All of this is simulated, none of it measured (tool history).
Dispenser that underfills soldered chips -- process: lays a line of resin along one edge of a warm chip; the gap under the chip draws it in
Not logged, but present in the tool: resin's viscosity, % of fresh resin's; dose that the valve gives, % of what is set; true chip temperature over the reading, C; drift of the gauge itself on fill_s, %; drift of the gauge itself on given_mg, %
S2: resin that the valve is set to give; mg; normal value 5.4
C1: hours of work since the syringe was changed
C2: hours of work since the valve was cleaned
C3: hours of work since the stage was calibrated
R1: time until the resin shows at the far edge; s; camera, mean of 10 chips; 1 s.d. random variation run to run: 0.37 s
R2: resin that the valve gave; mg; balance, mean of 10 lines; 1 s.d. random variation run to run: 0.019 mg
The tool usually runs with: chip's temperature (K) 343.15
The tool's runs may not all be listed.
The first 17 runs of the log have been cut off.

{"run": 18, "hour": 53.9, "chip's temperature (K)": 343.15, "S2": 5.4, "C1": 3, "C2": 49, "C3": 71, "R1": 29.8, "R2": 5.18}
{"run": 19, "hour": 57.5, "chip's temperature (K)": 343.15, "S2": 5.4, "C1": 6, "C2": 52, "C3": 73, "R1": 35.1, "R2": 5.16}
{"run": 20, "hour": 60.8, "chip's temperature (K)": 343.15, "S2": 5.4, "C1": 8, "C2": 54, "C3": 75, "R1": 43, "R2": 5.16}
{"hour": 63.4, "done": "new syringe of resin"}
{"run": 21, "hour": 65.5, "chip's temperature (K)": 343.15, "S2": 5.4, "C1": 1, "C2": 57, "C3": 78, "R1": 23.9, "R2": 5.09}
{"run": 22, "hour": 69.5, "chip's temperature (K)": 355.15, "S2": 6.35, "C1": 4, "C2": 60, "C3": 81, "R1": 17.8, "R2": 6}
{"run": 23, "hour": 72.5, "chip's temperature (K)": 354.15, "S2": 6.85, "C1": 6, "C2": 62, "C3": 83, "R1": 21.9, "R2": 6.48}
{"hour": 76.1, "done": "dispensing valve cleaned and set on the balance"}
{"run": 24, "hour": 76.2, "chip's temperature (K)": 343.15, "S2": 6.03, "C1": 8, "C2": 0, "C3": 85, "R1": 41.7, "R2": 6.02}
{"hour": 79.1, "done": "new syringe of resin"}
{"run": 25, "hour": 79.1, "chip's temperature (K)": 343.15, "S2": 5.94, "C1": 0, "C2": 2, "C3": 87, "R1": 20.7, "R2": 5.92}
{"run": 26, "hour": 81.4, "chip's temperature (K)": 353.15, "S2": 4.69, "C1": 2, "C2": 3, "C3": 88, "R1": 17.3, "R2": 4.67}
{"run": 27, "hour": 85.9, "chip's temperature (K)": 334.15, "S2": 5.96, "C1": 5, "C2": 6, "C3": 91, "R1": 48.2, "R2": 5.9}
{"run": 28, "hour": 88.9, "chip's temperature (K)": 334.15, "S2": 5.96, "C1": 7, "C2": 8, "C3": 93, "R1": 55.4, "R2": 5.92}
{"run": 29, "hour": 92.8, "chip's temperature (K)": 350.15, "S2": 6.93, "C1": 9, "C2": 11, "C3": 96, "R1": 33, "R2": 6.8}
{"hour": 93.7, "done": "new syringe of resin"}
{"run": 30, "hour": 95.2, "chip's temperature (K)": 335.15, "S2": 5.98, "C1": 1, "C2": 12, "C3": 97, "R1": 33.6, "R2": 5.92}
{"run": 31, "hour": 98.5, "chip's temperature (K)": 340.15, "S2": 6.94, "C1": 3, "C2": 15, "C3": 99, "R1": 31.8, "R2": 6.83}
{"run": 32, "hour": 101.4, "chip's temperature (K)": 340.15, "S2": 6.94, "C1": 5, "C2": 17, "C3": 101, "R1": 37.8, "R2": 6.83}
{"run": 33, "hour": 105.0, "chip's temperature (K)": 345.15, "S2": 6.39, "C1": 8, "C2": 19, "C3": 104, "R1": 38.1, "R2": 6.26}
{"hour": 108.4, "done": "new syringe of resin"}
{"run": 34, "hour": 109.2, "chip's temperature (K)": 349.15, "S2": 5.94, "C1": 1, "C2": 22, "C3": 106, "R1": 16.5, "R2": 5.81}
{"run": 35, "hour": 112.4, "chip's temperature (K)": 349.15, "S2": 4.75, "C1": 3, "C2": 24, "C3": 108, "R1": 21.8, "R2": 4.64}
{"run": 36, "hour": 114.6, "chip's temperature (K)": 334.15, "S2": 6.61, "C1": 4, "C2": 25, "C3": 110, "R1": 45.7, "R2": 6.4}
{"run": 37, "hour": 118.0, "chip's temperature (K)": 334.15, "S2": 6.61, "C1": 6, "C2": 27, "C3": 112, "R1": 55.3, "R2": 6.42}

Alternative continuations, all from the tool just after run 37; predict every row:
{"run": "A", "hour": 120.1, "chip's temperature (K)": 331.15, "S2": 6.15, "C1": 8, "C2": 29, "C3": 114, "R1": "?", "R2": "?"}
{"run": "B", "hour": 120.1, "chip's temperature (K)": 343.15, "S2": 5.4, "C1": 8, "C2": 29, "C3": 114, "R1": "?", "R2": "?"}
{"run": "C", "hour": 120.1, "chip's temperature (K)": 338.15, "S2": 4.82, "C1": 8, "C2": 29, "C3": 114, "R1": "?", "R2": "?"}
{"run": "D", "hour": 120.1, "chip's temperature (K)": 340.15, "S2": 6.61, "C1": 8, "C2": 29, "C3": 114, "R1": "?", "R2": "?"}

run=A R1=72.3 R2=6
run=B R1=43.1 R2=5.26
run=C R1=55.5 R2=4.66
run=D R1=47 R2=6.42
Without the tool's unlogged condition, the same runs would have read:
run=A R1=35.6 R2=6.16
run=B R1=21.4 R2=5.41
run=C R1=27.4 R2=4.79
run=D R1=22.7 R2=6.6
